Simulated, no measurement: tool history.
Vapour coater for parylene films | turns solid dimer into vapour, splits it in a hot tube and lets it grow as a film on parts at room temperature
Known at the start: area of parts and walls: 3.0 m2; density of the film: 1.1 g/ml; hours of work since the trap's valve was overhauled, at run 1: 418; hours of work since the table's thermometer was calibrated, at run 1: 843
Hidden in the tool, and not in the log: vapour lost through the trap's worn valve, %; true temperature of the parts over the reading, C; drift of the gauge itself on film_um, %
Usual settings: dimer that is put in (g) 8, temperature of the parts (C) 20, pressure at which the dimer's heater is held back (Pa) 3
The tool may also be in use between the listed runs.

run,day,dimer that is put in (g),temperature of the parts (C),pressure at which the dimer's heater is held back (Pa),hours of work since the trap's valve was overhauled,hours of work since the table's thermometer was calibrated,thickness of the film (nm)
1,0,8,20,3,418,843,1580
2,1.046,8,20,3,436,861,1540
3,1.792,8,20,6.82,448,873,1340
# day 2.483: trap's valve overhauled
4,2.675,8,20,3,3,886,1800
5,3.717,8,20,3,21,904,1770
6,4.675,8,20,3,38,920,1770
7,5.708,8,20,3,55,938,1720
8,6.65,8,13,3,71,954,2120
9,7.283,8,13,3,82,965,2060
10,8.1,8,20,3,96,979,1730
11,9.162,8,20,3,115,997,1690
12,9.796,6,17,2.73,125,1008,1420
13,10.438,6,12,10.44,136,1019,1240
14,11.567,4,20,3,156,1038,830
15,12.3,8,29,10.1,168,1051,1110
16,13.042,8,16,10.1,181,1063,1490
17,14.254,8,16,10.1,202,1084,1450
18,14.921,8,20,2.97,213,1096,1690
19,15.858,3,15,3.93,229,1112,660
20,16.588,4,23,9.84,242,1124,640
21,17.708,4,23,9.84,261,1143,620

4 ways to go on from here, each from the tool as it stands after run 21. What would each give?
A,18.692,7,13,2.38,278,1160,?
B,18.692,4,23,2.3,278,1160,?
C,18.692,5,19,5.44,278,1160,?
D,18.692,3,20,7.45,278,1160,?

run,thickness of the film (nm)
A,1740
B,840
C,970
D,510
Without the tool's hidden state the same runs would have given:
run,thickness of the film (nm)
A,1900
B,910
C,1050
D,560
